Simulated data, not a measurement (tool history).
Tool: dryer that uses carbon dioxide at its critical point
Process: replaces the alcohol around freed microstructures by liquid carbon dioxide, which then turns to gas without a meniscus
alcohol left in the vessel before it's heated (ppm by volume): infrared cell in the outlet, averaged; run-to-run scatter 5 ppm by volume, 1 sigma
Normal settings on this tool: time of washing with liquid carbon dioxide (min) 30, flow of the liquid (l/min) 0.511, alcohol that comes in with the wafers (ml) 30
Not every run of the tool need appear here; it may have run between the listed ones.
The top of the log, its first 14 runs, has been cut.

run,hour,time of washing with liquid carbon dioxide (min),flow of the liquid (l/min),alcohol that comes in with the wafers (ml),hours of work since the filter was changed,hours of work since the purifier's bed was changed,alcohol left in the vessel before it's heated (ppm by volume)
15,535.5,30,0.511,30,282,274,75
16,587.7,30,0.511,30,300,292,81
17,631.8,30,0.511,30,315,307,88
18,681,30,0.511,30,332,323,85
19,708.3,30,0.511,30,341,333,81
20,735.2,30,0.511,26,350,342,87
21,770.7,30,0.32,30,362,354,450
# hour 808.4: inlet filter changed
22,808.4,23,0.32,69,0,366,1644
23,851.3,23,0.32,69,15,381,1743
24,893.7,30,0.789,50,29,395,54
25,919.1,30,0.789,50,38,404,58
26,943,33,0.511,47,46,412,74
27,972.7,31,0.689,29,56,422,53
28,1011.9,31,0.689,29,69,436,51
29,1062.6,45,0.514,49,87,453,62
30,1093.9,45,0.514,49,97,464,70
31,1145.9,28,0.514,30,115,481,107
32,1172.1,30,0.353,101,124,490,789
33,1200.3,30,0.353,101,133,500,805
34,1249.6,23,0.323,101,150,517,2677
35,1277,19,0.592,101,160,526,635
36,1329.1,22,0.335,59,177,544,1620
37,1365.6,29,0.46,22,190,556,123
38,1392.5,29,0.46,113,199,565,363
39,1425.1,34,0.46,113,210,576,190

Consider 4 possible next runs. They are alternatives, not a sequence: every one starts from the tool as it was left by run 39. What does each give?
A,1468.9,34,0.664,62,225,591,?
B,1468.9,37,0.511,110,225,591,?
C,1468.9,36,0.511,91,225,591,?
D,1468.9,22,0.507,47,225,591,?

run,alcohol left in the vessel before it's heated (ppm by volume)
A,77
B,109
C,110
D,374
Without the tool's hidden state the same runs would have given:
run,alcohol left in the vessel before it's heated (ppm by volume)
A,3
B,25
C,27
D,233
